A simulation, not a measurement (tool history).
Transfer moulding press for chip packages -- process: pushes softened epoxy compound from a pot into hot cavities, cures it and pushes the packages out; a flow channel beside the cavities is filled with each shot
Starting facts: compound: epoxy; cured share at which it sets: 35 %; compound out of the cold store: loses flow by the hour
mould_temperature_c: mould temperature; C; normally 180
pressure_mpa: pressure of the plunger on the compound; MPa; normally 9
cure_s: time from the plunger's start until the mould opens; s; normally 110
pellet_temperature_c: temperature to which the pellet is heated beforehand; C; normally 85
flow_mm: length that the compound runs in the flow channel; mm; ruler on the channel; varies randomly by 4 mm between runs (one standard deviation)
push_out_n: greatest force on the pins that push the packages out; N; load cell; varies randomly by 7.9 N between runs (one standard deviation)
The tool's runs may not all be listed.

| run | hour | mould_temperature_c | pressure_mpa | cure_s | pellet_temperature_c | incoming compound's hours out of the cold store | flow_mm | push_out_n |
|---|---|---|---|---|---|---|---|---|
| 1 | 0 | 180 | 9 | 110 | 85 | 41.3 | 809 | 460 |
| 2 | 15.3 | 176 | 9 | 110 | 85 | 29.2 | 853 | 577 |
| 3 | 34.6 | 176 | 9 | 110 | 85 | 14.2 | 897 | 650 |
| 4 | 55.4 | 180 | 9 | 110 | 85 | 23.5 | 859 | 574 |
|  | 59.2 | cavities cleaned with cleaning compound and waxed |
| 5 | 84.6 | 180 | 9 | 110 | 85 | 35.8 | 816 | 421 |
| 6 | 105.3 | 180 | 9 | 110 | 85 | 35.7 | 814 | 477 |
| 7 | 123.4 | 180 | 9 | 110 | 85 | 41.6 | 792 | 528 |
| 8 | 140.1 | 180 | 9 | 110 | 85 | 33.8 | 816 | 558 |
|  | 153.4 | cavities cleaned with cleaning compound and waxed |
| 9 | 160.1 | 180 | 9 | 110 | 85 | 13 | 876 | 347 |
| 10 | 185.8 | 180 | 9 | 110 | 85 | 28.2 | 825 | 446 |
| 11 | 199.2 | 180 | 9 | 110 | 85 | 40.6 | 792 | 478 |
| 12 | 229.1 | 180 | 9 | 110 | 85 | 14.6 | 866 | 549 |
| 13 | 243.6 | 182 | 9 | 110 | 85 | 17.3 | 848 | 543 |
|  | 247.8 | cavities cleaned with cleaning compound and waxed |
| 14 | 266.5 | 182 | 9 | 110 | 85 | 33.1 | 798 | 391 |
| 15 | 283.9 | 182 | 9 | 110 | 85 | 18.1 | 840 | 437 |
|  | 306.7 | plunger's sealing rings changed |
| 16 | 307.9 | 182 | 10.44 | 95 | 79 | 27.3 | 917 | 552 |
| 17 | 325.5 | 179 | 9.32 | 110 | 88 | 19.1 | 911 | 572 |
|  | 344.4 | cavities cleaned with cleaning compound and waxed |
| 18 | 345.7 | 179 | 9.32 | 110 | 88 | 41.3 | 837 | 343 |
| 19 | 364.5 | 179 | 9.32 | 110 | 88 | 46.4 | 821 | 417 |
| 20 | 377.5 | 180 | 7.55 | 110 | 88 | 26.7 | 785 | 454 |
| 21 | 396.6 | 175 | 7.71 | 105 | 83 | 18.9 | 831 | 659 |
| 22 | 413.1 | 178 | 9 | 149 | 82 | 10.8 | 908 | 504 |
|  | 439.9 | cavities cleaned with cleaning compound and waxed |
| 23 | 444.1 | 180 | 9 | 95 | 85 | 22.5 | 862 | 411 |
| 24 | 468.5 | 187 | 8.26 | 95 | 85 | 8.6 | 840 | 413 |
| 25 | 487.7 | 180 | 9 | 125 | 83 | 21.4 | 858 | 458 |
| 26 | 514.4 | 180 | 9 | 125 | 83 | 24.3 | 849 | 515 |
|  | 534.6 | cavities cleaned with cleaning compound and waxed |
| 27 | 545.1 | 186 | 7.32 | 106 | 90 | 26.8 | 730 | 358 |
| 28 | 561 | 180 | 6.94 | 102 | 90 | 44.9 | 690 | 445 |
| 29 | 574 | 180 | 6.94 | 102 | 90 | 42.8 | 694 | 504 |

Each row is a separate what-if for the run after 29, all from the same tool condition, not one after another. Results?
| A | 595.5 | 180 | 7.48 | 102 | 92 | 37.6 | ? | ? |
| B | 595.5 | 180 | 9 | 92 | 85 | 14 | ? | ? |
| C | 595.5 | 184 | 8.67 | 102 | 90 | 35.7 | ? | ? |

| run | flow_mm | push_out_n |
|---|---|---|
| A | 735 | 542 |
| B | 866 | 627 |
| C | 779 | 487 |
Stripped of hidden state, with their random variation kept, the same runs would have yielded:
| run | flow_mm | push_out_n |
|---|---|---|
| A | 763 | 358 |
| B | 899 | 422 |
| C | 809 | 315 |
